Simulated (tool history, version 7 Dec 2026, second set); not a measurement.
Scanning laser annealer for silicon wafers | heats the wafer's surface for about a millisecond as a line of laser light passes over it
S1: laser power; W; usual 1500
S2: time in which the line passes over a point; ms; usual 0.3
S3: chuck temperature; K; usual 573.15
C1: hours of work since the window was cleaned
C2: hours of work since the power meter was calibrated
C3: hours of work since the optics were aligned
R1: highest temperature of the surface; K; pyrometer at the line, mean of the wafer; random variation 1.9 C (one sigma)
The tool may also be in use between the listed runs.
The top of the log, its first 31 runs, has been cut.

run	hour	S1	S2	S3	C1	C2	C3	R1
32	1685.7	1310	0.346	579.15	86	1731	1731	1316.15
33	1750.2	1310	0.346	579.15	127	1773	1773	1309.15
34	1822.4	1310	0.346	573.15	174	1820	1820	1300.15
35	1881	1310	0.346	573.15	212	1857	1857	1297.15
# hour 1909.2: optics aligned, line set to its width
36	1941.9	1557	0.366	593.15	248	1894	21	1491.15
37	2019.6	1374	0.3	573.15	298	1944	71	1287.15
38	2052	1501	0.234	558.15	319	1965	92	1259.15
39	2085.8	1574	0.271	587.15	341	1987	114	1373.15
40	2144.1	1488	0.342	607.15	379	2024	152	1426.15
41	2207.8	1525	0.3	557.15	420	2066	193	1347.15
42	2241.1	1525	0.242	557.15	442	2087	215	1267.15

Alternative continuations, all from the tool just after run 42; predict every row:
A	2277.5	1348	0.3	555.15	465	2111	238	?
B	2277.5	1339	0.242	557.15	465	2111	238	?
C	2277.5	1392	0.3	573.15	465	2111	238	?

run	R1
A	1241.15
B	1174.15
C	1285.15
With the hidden condition removed and each run's random variation left untouched, the same runs would have given:
run	R1
A	1287.15
B	1215.15
C	1333.15
